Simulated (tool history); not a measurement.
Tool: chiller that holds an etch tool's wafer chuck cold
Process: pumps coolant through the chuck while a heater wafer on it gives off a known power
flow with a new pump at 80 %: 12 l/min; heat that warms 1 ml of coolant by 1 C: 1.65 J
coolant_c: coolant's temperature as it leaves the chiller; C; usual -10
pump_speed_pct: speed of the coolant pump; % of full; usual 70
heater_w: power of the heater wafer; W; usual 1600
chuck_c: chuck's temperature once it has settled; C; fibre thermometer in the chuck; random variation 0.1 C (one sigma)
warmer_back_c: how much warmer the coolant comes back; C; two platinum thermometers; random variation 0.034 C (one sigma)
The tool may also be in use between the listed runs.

run    hour  coolant_c  pump_speed_pct  heater_w  chuck_c  warmer_back_c
  1       0        -10              70      1600      6.5           5.62
  2    73.7        -10              70      1600      6.4           5.61
  3     154        -10              78      1600      5.3           4.96
  4   240.2        -10              70      1600      6.4           5.65
  5   293.4        -10              70      1600      6.3           5.59
  6     338        -10              70      1600      6.2           5.57
  7   378.6        -10              70      1600      6.3           5.57
  8   476.2        -10              70      1238      2.7           4.36
  9     546        -10              70      1238      2.8           4.38
 10   613.9        -10              66      1238      3.2           4.65
 11   709.3        -10              66      1238      3.2           4.64
 12   786.2        -10              66      1238      3.2           4.61
 13     860        -10              66      1238        3           4.68
 14   946.8        -10              66      1238      3.1           4.66
 15  1031.3        -10              66      1238      3.1           4.63
 16  1098.9        -10              76       960     -0.8           3.12
 17  1167.3        -16              99      1297     -5.5            3.1
 18  1216.7        -16              99      1297     -5.4           3.15
 19  1262.8        -13              75      1600      2.7           5.15
 20  1340.5        -13              75      1600      2.7           5.22
 21  1419.5         -1              80      1990     17.6            6.1
 22    1482         -1              80      1990     17.5           6.01
 23  1537.1         -1              80      1990     17.6           6.09
 24  1582.7        -10              67      1600      6.8           5.88
 25  1671.8        -17              67      1033     -6.3            3.8
 26  1732.5        -10              64      1600      7.4           6.21
 27  1825.9        -10              72      1868        9           6.32
 28  1897.6         -5              60      1856     16.3           7.69

3 ways to go on from here, each from the tool as it stands after run 28. What would each give?
  A  1983.6        -19              60      2141        ?              ?
  B  1983.6        -16              63      1856        ?              ?
  C  1983.6         -4              87       831        ?              ?

run  chuck_c  warmer_back_c
  A      5.3           8.87
  B      4.4           7.27
  C      3.3           2.32
Without the tool's hidden state the same runs would have given:
run  chuck_c  warmer_back_c
  A      5.3           8.87
  B      4.3           7.27
  C      3.3           2.32
